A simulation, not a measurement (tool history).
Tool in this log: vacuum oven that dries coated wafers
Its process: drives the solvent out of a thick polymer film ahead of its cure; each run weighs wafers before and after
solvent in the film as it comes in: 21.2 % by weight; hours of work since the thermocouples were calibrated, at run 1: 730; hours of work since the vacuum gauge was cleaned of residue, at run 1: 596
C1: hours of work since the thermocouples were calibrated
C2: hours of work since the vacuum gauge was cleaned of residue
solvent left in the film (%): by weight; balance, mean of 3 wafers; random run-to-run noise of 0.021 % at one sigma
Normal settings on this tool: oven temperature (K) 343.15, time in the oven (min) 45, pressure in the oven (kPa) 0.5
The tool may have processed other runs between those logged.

Run 1, day 0: usual settings; C1 730; C2 596. Result: solvent left in the film (%) 0.9.
Run 2, day 2.733: usual settings; C1 765; C2 631. Result: solvent left in the film (%) 0.93.
Run 3, day 5.225: usual settings but time in the oven (min) 62; C1 797; C2 663. Result: solvent left in the film (%) 0.53.
Run 4, day 8.575: usual settings; C1 840; C2 706. Result: solvent left in the film (%) 0.9.
Run 5, day 11.746: usual settings but time in the oven (min) 67; C1 881; C2 747. Result: solvent left in the film (%) 0.5.
Run 6, day 14.325: usual settings but time in the oven (min) 67; C1 914; C2 780. Result: solvent left in the film (%) 0.46.
Run 7, day 16.729: usual settings but time in the oven (min) 67; C1 945; C2 811. Result: solvent left in the film (%) 0.52.
Run 8, day 20.217: usual settings but pressure in the oven (kPa) 1.142; C1 990; C2 856. Result: solvent left in the film (%) 1.19.
Run 9, day 23.729: usual settings but pressure in the oven (kPa) 1.142; C1 1035; C2 901. Result: solvent left in the film (%) 1.23.
Run 10, day 25.442: usual settings but pressure in the oven (kPa) 1.142; C1 1057; C2 923. Result: solvent left in the film (%) 1.21.
Run 11, day 29.279: usual settings but oven temperature (K) 338.15; C1 1107; C2 972. Result: solvent left in the film (%) 1.98.
Run 12, day 31.621: usual settings but time in the oven (min) 43; C1 1137; C2 1003. Result: solvent left in the film (%) 1.01.
Run 13, day 34.192: usual settings but time in the oven (min) 43; C1 1170; C2 1036. Result: solvent left in the film (%) 1.03.
Run 14, day 35.8: usual settings but time in the oven (min) 43; C1 1191; C2 1056. Result: solvent left in the film (%) 1.01.
Run 15, day 39.012: usual settings but time in the oven (min) 35; C1 1232; C2 1098. Result: solvent left in the film (%) 1.52.
Run 16, day 41.062: usual settings but time in the oven (min) 35; C1 1258; C2 1124. Result: solvent left in the film (%) 1.49.
Run 17, day 42.983: usual settings but time in the oven (min) 35; C1 1283; C2 1149. Result: solvent left in the film (%) 1.49.
Run 18, day 46.188: usual settings but time in the oven (min) 35; C1 1324; C2 1190. Result: solvent left in the film (%) 1.5.
Run 19, day 47.85: usual settings but time in the oven (min) 35; C1 1346; C2 1211. Result: solvent left in the film (%) 1.51.
Run 20, day 51.733: usual settings; C1 1396; C2 1261. Result: solvent left in the film (%) 0.95.
Run 21, day 53.804: usual settings; C1 1422; C2 1288. Result: solvent left in the film (%) 0.9.
Run 22, day 55.75: usual settings but pressure in the oven (kPa) 1.135; C1 1447; C2 1313. Result: solvent left in the film (%) 1.24.
Run 23, day 58.708: usual settings; C1 1485; C2 1351. Result: solvent left in the film (%) 0.96.
Run 24, day 61.438: usual settings; C1 1520; C2 1386. Result: solvent left in the film (%) 0.91.
Run 25, day 63.846: usual settings but time in the oven (min) 28, pressure in the oven (kPa) 1.855; C1 1551; C2 1417. Result: solvent left in the film (%) 2.86.
Run 26, day 66.871: usual settings but oven temperature (K) 356.15, time in the oven (min) 28, pressure in the oven (kPa) 1.793; C1 1590; C2 1456. Result: solvent left in the film (%) 0.68.
At day 67.7: oven's thermocouples calibrated.
Run 27, day 70.808: usual settings but oven temperature (K) 342.15, time in the oven (min) 31, pressure in the oven (kPa) 0.97; C1 40; C2 1506. Result: solvent left in the film (%) 2.13.
Run 28, day 73.846: usual settings but oven temperature (K) 342.15, time in the oven (min) 26, pressure in the oven (kPa) 0.475; C1 79; C2 1545. Result: solvent left in the film (%) 2.61.
At day 74.425: oven's thermocouples calibrated, once more.
Run 29, day 77.142: usual settings but oven temperature (K) 342.15, time in the oven (min) 26, pressure in the oven (kPa) 0.475; C1 35; C2 1586. Result: solvent left in the film (%) 3.39.
Run 30, day 80.279: usual settings but oven temperature (K) 344.15, time in the oven (min) 27, pressure in the oven (kPa) 0.803; C1 75; C2 1626. Result: solvent left in the film (%) 2.67.
Run 31, day 83.1: usual settings but oven temperature (K) 334.15, pressure in the oven (kPa) 0.334; C1 112; C2 1663. Result: solvent left in the film (%) 3.73.
At day 85.712: vacuum gauge cleaned of residue and calibrated.
Run 32, day 85.929: usual settings but oven temperature (K) 332.15, time in the oven (min) 70, pressure in the oven (kPa) 0.315; C1 147; C2 3. Result: solvent left in the film (%) 1.94.
Run 33, day 88.046: usual settings but oven temperature (K) 342.15, time in the oven (min) 58, pressure in the oven (kPa) 0.628; C1 174; C2 30. Result: solvent left in the film (%) 0.64.
Run 34, day 91.308: usual settings but oven temperature (K) 342.15, time in the oven (min) 58, pressure in the oven (kPa) 0.628; C1 216; C2 72. Result: solvent left in the film (%) 0.59.
Run 35, day 93.396: usual settings but oven temperature (K) 342.15, time in the oven (min) 58, pressure in the oven (kPa) 0.628; C1 243; C2 99. Result: solvent left in the film (%) 0.64.
Run 36, day 97.2: usual settings but oven temperature (K) 344.15, time in the oven (min) 63, pressure in the oven (kPa) 0.628; C1 292; C2 148. Result: solvent left in the film (%) 0.39.
Run 37, day 100.962: usual settings but oven temperature (K) 332.15, time in the oven (min) 63, pressure in the oven (kPa) 0.942; C1 341; C2 196. Result: solvent left in the film (%) 2.78.
Run 38, day 103.829: usual settings but time in the oven (min) 34; C1 377; C2 233. Result: solvent left in the film (%) 1.59.
Run 39, day 105.662: usual settings but time in the oven (min) 34; C1 401; C2 257. Result: solvent left in the film (%) 1.59.
Run 40, day 108.35: usual settings but time in the oven (min) 34; C1 436; C2 291. Result: solvent left in the film (%) 1.58.
Run 41, day 110.921: usual settings but oven temperature (K) 332.15; C1 469; C2 324. Result: solvent left in the film (%) 4.17.
Run 42, day 114.483: usual settings but oven temperature (K) 331.15, time in the oven (min) 54, pressure in the oven (kPa) 0.254; C1 515; C2 370. Result: solvent left in the film (%) 3.39.
Run 43, day 116.683: usual settings but oven temperature (K) 331.15, time in the oven (min) 54, pressure in the oven (kPa) 0.254; C1 543; C2 398. Result: solvent left in the film (%) 3.46.
Run 44, day 119.692: usual settings but oven temperature (K) 332.15, time in the oven (min) 54, pressure in the oven (kPa) 0.452; C1 582; C2 437. Result: solvent left in the film (%) 3.16.
Run 45, day 122.275: usual settings but oven temperature (K) 350.15, pressure in the oven (kPa) 0.474; C1 615; C2 470. Result: solvent left in the film (%) 0.3.
Run 46, day 125.779: usual settings but oven temperature (K) 350.15, pressure in the oven (kPa) 0.733; C1 660; C2 515. Result: solvent left in the film (%) 0.35.

Entry by entry between the runs, the difference in hidden state between the last listed run before and the first listed run after:
Between runs 26 and 27: oven's thermocouples calibrated (day 67.7)
  true wafer temperature over the reading, C: 1.74 -> 2.52; true pressure over the reading, kPa: 0.609 -> 0.63
  difference, measured minus the result without the unlogged condition, solvent left in the film (%): +0.07 -> -0.5
Between runs 28 and 29: oven's thermocouples calibrated, once more (day 74.425)
  true wafer temperature over the reading, C: 2.56 -> 0.32; true pressure over the reading, kPa: 0.644 -> 0.661
  difference, measured minus the result without the unlogged condition, solvent left in the film (%): -0.64 -> +0.16
Between runs 31 and 32: vacuum gauge cleaned of residue and calibrated (day 85.712)
  true wafer temperature over the reading, C: 0.4 -> 0.44; true pressure over the reading, kPa: 0.694 -> -0.021
  difference, measured minus the result without the unlogged condition, solvent left in the film (%): +0.24 -> -0.16
